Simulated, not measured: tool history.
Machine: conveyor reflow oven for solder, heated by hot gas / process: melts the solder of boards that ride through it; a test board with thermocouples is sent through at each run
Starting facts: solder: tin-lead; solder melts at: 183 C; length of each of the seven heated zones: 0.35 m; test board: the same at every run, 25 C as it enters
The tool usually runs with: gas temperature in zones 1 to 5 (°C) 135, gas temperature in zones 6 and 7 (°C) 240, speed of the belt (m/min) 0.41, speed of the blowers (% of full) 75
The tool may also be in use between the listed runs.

| run | day | gas temperature in zones 1 to 5 (°C) | gas temperature in zones 6 and 7 (°C) | speed of the belt (m/min) | speed of the blowers (% of full) | highest temperature of the board (°C) | time above the solder's melting point (s) |
|---|---|---|---|---|---|---|---|
| 1 | 0 | 135 | 240 | 0.41 | 75 | 217 | 73.9 |
| 2 | 2.775 | 135 | 240 | 0.41 | 75 | 216.9 | 73.6 |
| 3 | 4.675 | 135 | 240 | 0.41 | 75 | 216.8 | 73.7 |
| 4 | 7.267 | 130 | 240 | 0.41 | 75 | 215.6 | 70.3 |
| 5 | 9.208 | 130 | 240 | 0.41 | 75 | 215.3 | 70.1 |
| 6 | 11.662 | 130 | 240 | 0.41 | 75 | 215.1 | 69.8 |
| 7 | 14.325 | 129 | 251 | 0.41 | 75 | 224 | 79 |
| 8 | 16.467 | 143 | 241 | 0.437 | 84 | 218.2 | 74.6 |
| 9 | 19.154 | 143 | 241 | 0.437 | 84 | 218.1 | 74 |
| 10 | 21.6 | 143 | 241 | 0.437 | 84 | 217.9 | 73.9 |
|  | 22.262 | flux residue cleaned out of gas plates and filters |
| 11 | 24.521 | 143 | 241 | 0.437 | 84 | 220.1 | 76.2 |
| 12 | 27.258 | 135 | 238 | 0.342 | 75 | 222.1 | 97.5 |

Predict each of these 3 candidate next runs independently; none follows another, all start after run 12:
| A | 28.712 | 135 | 240 | 0.41 | 75 | ? | ? |
| B | 28.712 | 135 | 240 | 0.41 | 73 | ? | ? |
| C | 28.712 | 121 | 240 | 0.41 | 75 | ? | ? |

| run | highest temperature of the board (°C) | time above the solder's melting point (s) |
|---|---|---|
| A | 217.2 | 75.4 |
| B | 217 | 74.4 |
| C | 214.3 | 65.6 |
The same runs, with their run-to-run variation unchanged, on a tool lacking any hidden condition would have given:
| run | highest temperature of the board (°C) | time above the solder's melting point (s) |
|---|---|---|
| A | 217.6 | 74.9 |
| B | 217.4 | 73.9 |
| C | 214.7 | 65.3 |
